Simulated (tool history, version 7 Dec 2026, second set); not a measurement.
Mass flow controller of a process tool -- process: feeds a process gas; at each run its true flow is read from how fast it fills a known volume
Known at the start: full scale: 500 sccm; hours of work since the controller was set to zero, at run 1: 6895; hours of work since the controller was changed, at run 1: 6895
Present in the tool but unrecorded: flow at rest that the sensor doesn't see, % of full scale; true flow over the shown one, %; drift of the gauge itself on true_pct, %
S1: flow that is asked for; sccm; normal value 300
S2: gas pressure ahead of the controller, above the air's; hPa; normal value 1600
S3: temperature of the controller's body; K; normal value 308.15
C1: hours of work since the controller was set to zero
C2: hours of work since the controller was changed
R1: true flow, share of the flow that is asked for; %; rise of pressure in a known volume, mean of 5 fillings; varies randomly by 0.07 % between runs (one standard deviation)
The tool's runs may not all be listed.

{"run": 1, "hour": 0.0, "S1": 300, "S2": 1600, "S3": 308.15, "C1": 6895, "C2": 6895, "R1": 97.75}
{"run": 2, "hour": 279.6, "S1": 300, "S2": 1600, "S3": 308.15, "C1": 7049, "C2": 7049, "R1": 97.63}
{"run": 3, "hour": 601.1, "S1": 300, "S2": 1600, "S3": 308.15, "C1": 7227, "C2": 7227, "R1": 97.63}
{"run": 4, "hour": 775.4, "S1": 300, "S2": 1600, "S3": 308.15, "C1": 7324, "C2": 7324, "R1": 97.55}
{"run": 5, "hour": 1000.0, "S1": 300, "S2": 1600, "S3": 308.15, "C1": 7448, "C2": 7448, "R1": 97.51}
{"hour": 1237.6, "done": "controller's zero set anew"}
{"run": 6, "hour": 1273.8, "S1": 300, "S2": 1600, "S3": 308.15, "C1": 20, "C2": 7599, "R1": 98.56}
{"run": 7, "hour": 1681.3, "S1": 300, "S2": 1600, "S3": 308.15, "C1": 246, "C2": 7825, "R1": 98.42}
{"run": 8, "hour": 2013.9, "S1": 300, "S2": 1600, "S3": 308.15, "C1": 430, "C2": 8009, "R1": 98.31}
{"run": 9, "hour": 2335.3, "S1": 300, "S2": 1600, "S3": 308.15, "C1": 608, "C2": 8187, "R1": 98.25}
{"run": 10, "hour": 2654.7, "S1": 300, "S2": 1600, "S3": 308.15, "C1": 784, "C2": 8364, "R1": 98.22}
{"run": 11, "hour": 2897.9, "S1": 300, "S2": 1600, "S3": 308.15, "C1": 919, "C2": 8498, "R1": 98.28}
{"run": 12, "hour": 3093.3, "S1": 300, "S2": 1600, "S3": 308.15, "C1": 1027, "C2": 8607, "R1": 98.25}
{"run": 13, "hour": 3353.1, "S1": 319, "S2": 1770, "S3": 302.15, "C1": 1171, "C2": 8750, "R1": 98.01}
{"run": 14, "hour": 3696.4, "S1": 361, "S2": 1930, "S3": 301.15, "C1": 1361, "C2": 8941, "R1": 98.31}
{"run": 15, "hour": 3906.9, "S1": 310, "S2": 1600, "S3": 308.15, "C1": 1478, "C2": 9057, "R1": 98.06}
{"run": 16, "hour": 4073.8, "S1": 310, "S2": 1600, "S3": 308.15, "C1": 1570, "C2": 9149, "R1": 98.01}
{"run": 17, "hour": 4280.8, "S1": 381, "S2": 2160, "S3": 294.15, "C1": 1685, "C2": 9264, "R1": 97.92}
{"run": 18, "hour": 4622.7, "S1": 272, "S2": 1650, "S3": 306.15, "C1": 1874, "C2": 9453, "R1": 97.7}
{"run": 19, "hour": 4848.1, "S1": 272, "S2": 2410, "S3": 296.15, "C1": 1999, "C2": 9578, "R1": 97.64}
{"run": 20, "hour": 5170.5, "S1": 272, "S2": 2410, "S3": 296.15, "C1": 2177, "C2": 9757, "R1": 97.53}
{"run": 21, "hour": 5556.7, "S1": 57, "S2": 2160, "S3": 301.15, "C1": 2391, "C2": 9970, "R1": 95.2}
{"run": 22, "hour": 5843.5, "S1": 57, "S2": 2160, "S3": 301.15, "C1": 2550, "C2": 10129, "R1": 95.09}
{"run": 23, "hour": 6069.9, "S1": 57, "S2": 2160, "S3": 301.15, "C1": 2675, "C2": 10254, "R1": 95.03}
{"run": 24, "hour": 6261.7, "S1": 252, "S2": 1870, "S3": 307.15, "C1": 2781, "C2": 10361, "R1": 97.57}

Hidden condition of the tool, last listed run before each entry between runs versus first listed run after:
Runs 5 to 6: controller's zero set anew (hour 1237.6)
  flow at rest that the sensor doesn't see, % of full scale: -0.585 -> -0.027; true flow over the shown one, %: -0.8 -> -0.82
  measured less the result without the state, R1: -1.78 -> -0.87 %

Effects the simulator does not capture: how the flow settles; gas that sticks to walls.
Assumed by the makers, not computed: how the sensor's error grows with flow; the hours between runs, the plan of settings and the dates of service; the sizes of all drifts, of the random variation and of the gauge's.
